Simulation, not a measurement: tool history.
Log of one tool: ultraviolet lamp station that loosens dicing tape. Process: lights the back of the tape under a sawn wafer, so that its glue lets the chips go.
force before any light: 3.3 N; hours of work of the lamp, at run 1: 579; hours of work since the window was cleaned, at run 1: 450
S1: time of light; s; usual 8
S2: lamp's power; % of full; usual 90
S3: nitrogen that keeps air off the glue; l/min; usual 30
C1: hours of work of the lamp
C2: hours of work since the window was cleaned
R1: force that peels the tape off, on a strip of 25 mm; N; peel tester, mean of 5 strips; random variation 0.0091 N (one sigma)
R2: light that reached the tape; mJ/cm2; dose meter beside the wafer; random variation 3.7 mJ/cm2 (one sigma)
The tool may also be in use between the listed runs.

| run | hour | S1 | S2 | S3 | C1 | C2 | R1 | R2 |
|---|---|---|---|---|---|---|---|---|
| 1 | 0 | 8 | 90 | 30 | 579 | 450 | 0.542 | 477 |
|  | 4.8 | window cleaned of glue's vapour |
| 2 | 27 | 8 | 90 | 30 | 590 | 10 | 0.652 | 427 |
| 3 | 76.8 | 8 | 90 | 30 | 612 | 31 | 0.655 | 423 |
| 4 | 99.9 | 8 | 90 | 30 | 622 | 41 | 0.649 | 416 |
| 5 | 120.8 | 8 | 90 | 30 | 631 | 50 | 0.649 | 421 |
| 6 | 158.2 | 8 | 65 | 30 | 647 | 66 | 0.972 | 301 |
| 7 | 201.8 | 8 | 90 | 30 | 666 | 85 | 0.628 | 414 |
| 8 | 233.4 | 8 | 90 | 30 | 679 | 98 | 0.676 | 404 |
|  | 243.3 | window cleaned of glue's vapour, once more |
| 9 | 263.3 | 8 | 90 | 30 | 692 | 9 | 0.473 | 526 |
| 10 | 300.3 | 8 | 90 | 30 | 708 | 25 | 0.487 | 520 |
| 11 | 336.3 | 8 | 90 | 30 | 723 | 40 | 0.474 | 512 |
| 12 | 366.4 | 8 | 90 | 26 | 736 | 53 | 0.494 | 512 |
| 13 | 402.3 | 8 | 90 | 26 | 752 | 68 | 0.537 | 509 |
| 14 | 432.5 | 8 | 90 | 9 | 765 | 81 | 0.743 | 499 |
| 15 | 456.1 | 8 | 90 | 30 | 775 | 92 | 0.505 | 504 |
| 16 | 498.7 | 8 | 90 | 30 | 793 | 110 | 0.505 | 498 |
| 17 | 538 | 8 | 90 | 30 | 810 | 127 | 0.524 | 496 |
| 18 | 564.2 | 8 | 90 | 30 | 821 | 138 | 0.525 | 490 |
| 19 | 597.1 | 6 | 90 | 30 | 835 | 152 | 0.787 | 367 |
| 20 | 635.7 | 6 | 76 | 30 | 852 | 169 | 0.969 | 306 |
| 21 | 663.2 | 7 | 90 | 13 | 864 | 181 | 0.812 | 420 |
| 22 | 702.4 | 5 | 90 | 30 | 881 | 197 | 0.965 | 295 |
| 23 | 728.8 | 5 | 90 | 30 | 892 | 209 | 0.955 | 296 |
| 24 | 772.6 | 5 | 90 | 42 | 911 | 228 | 0.871 | 288 |
| 25 | 814.2 | 5 | 90 | 42 | 929 | 246 | 0.901 | 292 |
| 26 | 850.4 | 8 | 68 | 30 | 944 | 261 | 0.821 | 350 |
| 27 | 888.2 | 5 | 60 | 30 | 961 | 277 | 1.487 | 189 |
| 28 | 918.5 | 8 | 82 | 19 | 974 | 290 | 0.76 | 410 |
| 29 | 951.5 | 8 | 84 | 54 | 988 | 305 | 0.546 | 416 |
| 30 | 973.7 | 8 | 84 | 54 | 997 | 314 | 0.557 | 420 |

Measured less the same run without the tool's hidden state. The same run-to-run variation is in both; the gauge's scatter may not be:
The hidden state here: lamp's light, % of a new lamp's; light that the window lets through, % of a clean one's; drift of the gauge itself on peel_n, %; drift of the gauge itself on dose_mj_cm2, %.
| run | R1 | R2 |
|---|---|---|
| 1 | +0.164 | -143 |
| 2 | +0.257 | -187 |
| 3 | +0.262 | -192 |
| 4 | +0.265 | -193 |
| 5 | +0.264 | -198 |
| 6 | +0.378 | -147 |
| 7 | +0.27 | -206 |
| 8 | +0.29 | -208 |
| 9 | +0.095 | -92 |
| 10 | +0.101 | -96 |
| 11 | +0.105 | -100 |
| 12 | +0.114 | -104 |
| 13 | +0.122 | -107 |
| 14 | +0.172 | -110 |
| 15 | +0.12 | -114 |
| 16 | +0.126 | -118 |
| 17 | +0.135 | -122 |
| 18 | +0.142 | -125 |
| 19 | +0.21 | -97 |
| 20 | +0.244 | -84 |
| 21 | +0.222 | -117 |
| 22 | +0.252 | -87 |
| 23 | +0.257 | -90 |
| 24 | +0.248 | -91 |
| 25 | +0.265 | -95 |
| 26 | +0.255 | -117 |
| 27 | +0.337 | -66 |
| 28 | +0.253 | -146 |
| 29 | +0.191 | -153 |
| 30 | +0.198 | -156 |
